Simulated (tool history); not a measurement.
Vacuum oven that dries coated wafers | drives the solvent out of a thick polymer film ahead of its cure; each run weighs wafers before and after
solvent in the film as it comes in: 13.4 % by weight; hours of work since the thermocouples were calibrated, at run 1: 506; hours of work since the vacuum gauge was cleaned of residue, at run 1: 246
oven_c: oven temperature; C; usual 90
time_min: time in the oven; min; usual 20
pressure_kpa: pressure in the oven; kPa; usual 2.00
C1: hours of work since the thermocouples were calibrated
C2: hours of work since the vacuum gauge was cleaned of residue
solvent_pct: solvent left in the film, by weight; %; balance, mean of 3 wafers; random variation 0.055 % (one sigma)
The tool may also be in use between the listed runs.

Run 1, day 0.000: usual settings; C1 506; C2 246. Result: solvent_pct 2.26 %.
Run 2, day 1.042: usual settings but pressure_kpa 1.40 kPa; C1 517; C2 257. Result: solvent_pct 1.70 %.
Run 3, day 2.529: usual settings but time_min 28 min; C1 533; C2 273. Result: solvent_pct 1.85 %.
Run 4, day 3.362: usual settings but time_min 28 min; C1 542; C2 282. Result: solvent_pct 1.90 %.
Run 5, day 4.342: usual settings but time_min 28 min; C1 553; C2 292. Result: solvent_pct 1.86 %.
Run 6, day 5.400: usual settings; C1 564; C2 304. Result: solvent_pct 2.22 %.
Run 7, day 6.438: usual settings but oven_c 80 C; C1 575; C2 315. Result: solvent_pct 4.24 %.
Run 8, day 7.575: usual settings but oven_c 80 C; C1 588; C2 327. Result: solvent_pct 4.22 %.
Run 9, day 8.408: usual settings but pressure_kpa 2.72 kPa; C1 597; C2 336. Result: solvent_pct 2.82 %.
Run 10, day 9.479: usual settings but pressure_kpa 1.71 kPa; C1 608; C2 348. Result: solvent_pct 2.02 %.
Run 11, day 10.825: usual settings but oven_c 87 C; C1 623; C2 362. Result: solvent_pct 2.80 %.
Run 12, day 11.575: usual settings; C1 631; C2 370. Result: solvent_pct 2.32 %.
Run 13, day 12.771: usual settings; C1 644; C2 383. Result: solvent_pct 2.33 %.
Run 14, day 14.142: usual settings but pressure_kpa 1.42 kPa; C1 658; C2 398. Result: solvent_pct 1.76 %.
Run 15, day 15.446: usual settings but pressure_kpa 1.42 kPa; C1 672; C2 412. Result: solvent_pct 1.74 %.
Run 16, day 16.796: usual settings but pressure_kpa 1.42 kPa; C1 687; C2 426. Result: solvent_pct 1.71 %.
Run 17, day 18.008: usual settings but pressure_kpa 3.26 kPa; C1 700; C2 440. Result: solvent_pct 3.26 %.
Run 18, day 18.725: usual settings but pressure_kpa 7.46 kPa; C1 708; C2 447. Result: solvent_pct 6.78 %.
Run 19, day 20.071: usual settings; C1 722; C2 462. Result: solvent_pct 2.18 %.
Run 20, day 21.546: usual settings; C1 738; C2 478. Result: solvent_pct 2.27 %.
Run 21, day 22.933: usual settings; C1 753; C2 492. Result: solvent_pct 2.21 %.
Run 22, day 23.833: usual settings; C1 763; C2 502. Result: solvent_pct 2.23 %.
Run 23, day 24.971: usual settings; C1 775; C2 514. Result: solvent_pct 2.32 %.
Run 24, day 25.638: usual settings; C1 782; C2 522. Result: solvent_pct 2.22 %.
Run 25, day 26.708: usual settings but time_min 15 min; C1 794; C2 533. Result: solvent_pct 2.81 %.
Run 26, day 27.317: usual settings but time_min 15 min; C1 800; C2 540. Result: solvent_pct 2.75 %.
Run 27, day 28.500: usual settings but oven_c 85 C, pressure_kpa 2.98 kPa; C1 813; C2 552. Result: solvent_pct 4.02 %.
Run 28, day 29.783: usual settings but oven_c 79 C, pressure_kpa 1.03 kPa; C1 827; C2 566. Result: solvent_pct 3.45 %.
Run 29, day 30.638: usual settings but oven_c 79 C, pressure_kpa 1.03 kPa; C1 836; C2 575. Result: solvent_pct 3.45 %.
Run 30, day 31.521: usual settings but time_min 18 min, pressure_kpa 2.99 kPa; C1 845; C2 585. Result: solvent_pct 3.25 %.
Run 31, day 32.275: usual settings but time_min 18 min, pressure_kpa 2.99 kPa; C1 853; C2 593. Result: solvent_pct 3.24 %.
At day 32.792: oven's thermocouples calibrated.
Run 32, day 33.546: usual settings but oven_c 103 C, time_min 15 min, pressure_kpa 5.78 kPa; C1 8; C2 606. Result: solvent_pct 3.10 %.
Run 33, day 34.658: usual settings but oven_c 103 C, time_min 15 min, pressure_kpa 5.78 kPa; C1 20; C2 618. Result: solvent_pct 3.29 %.
Run 34, day 35.621: usual settings but oven_c 103 C, time_min 15 min, pressure_kpa 5.78 kPa; C1 30; C2 628. Result: solvent_pct 3.26 %.
Run 35, day 36.388: usual settings but oven_c 82 C, pressure_kpa 1.39 kPa; C1 39; C2 636. Result: solvent_pct 3.17 %.
Run 36, day 37.167: usual settings but oven_c 85 C, time_min 23 min; C1 47; C2 645. Result: solvent_pct 2.74 %.
Run 37, day 38.504: usual settings but pressure_kpa 7.65 kPa; C1 61; C2 659. Result: solvent_pct 6.76 %.
Run 38, day 39.271: usual settings but oven_c 80 C, time_min 21 min, pressure_kpa 2.37 kPa; C1 70; C2 667. Result: solvent_pct 4.55 %.
Run 39, day 40.012: usual settings but oven_c 94 C, time_min 21 min, pressure_kpa 1.12 kPa; C1 78; C2 675. Result: solvent_pct 1.00 %.
Run 40, day 41.104: usual settings but oven_c 75 C, pressure_kpa 1.24 kPa; C1 89; C2 687. Result: solvent_pct 4.64 %.
Run 41, day 42.500: usual settings but oven_c 75 C, time_min 24 min, pressure_kpa 1.24 kPa; C1 104; C2 702. Result: solvent_pct 4.12 %.
Run 42, day 43.546: usual settings but oven_c 75 C, time_min 22 min, pressure_kpa 1.24 kPa; C1 116; C2 713. Result: solvent_pct 4.32 %.
Run 43, day 44.550: usual settings but oven_c 75 C, time_min 22 min, pressure_kpa 1.24 kPa; C1 127; C2 724. Result: solvent_pct 4.30 %.
Run 44, day 45.354: usual settings but oven_c 88 C, pressure_kpa 7.55 kPa; C1 135; C2 733. Result: solvent_pct 7.52 %.
Run 45, day 46.854: usual settings but oven_c 102 C, pressure_kpa 6.42 kPa; C1 151; C2 749. Result: solvent_pct 3.65 %.
Run 46, day 47.817: usual settings but oven_c 95 C, time_min 17 min, pressure_kpa 1.37 kPa; C1 162; C2 759. Result: solvent_pct 1.36 %.

How the hidden state differs across the entries between the runs, from the last listed run before each to the first after it:
Between runs 31 and 32: oven's thermocouples calibrated (day 32.792)
  true wafer temperature over the reading, C: -0.06 -> -0.01
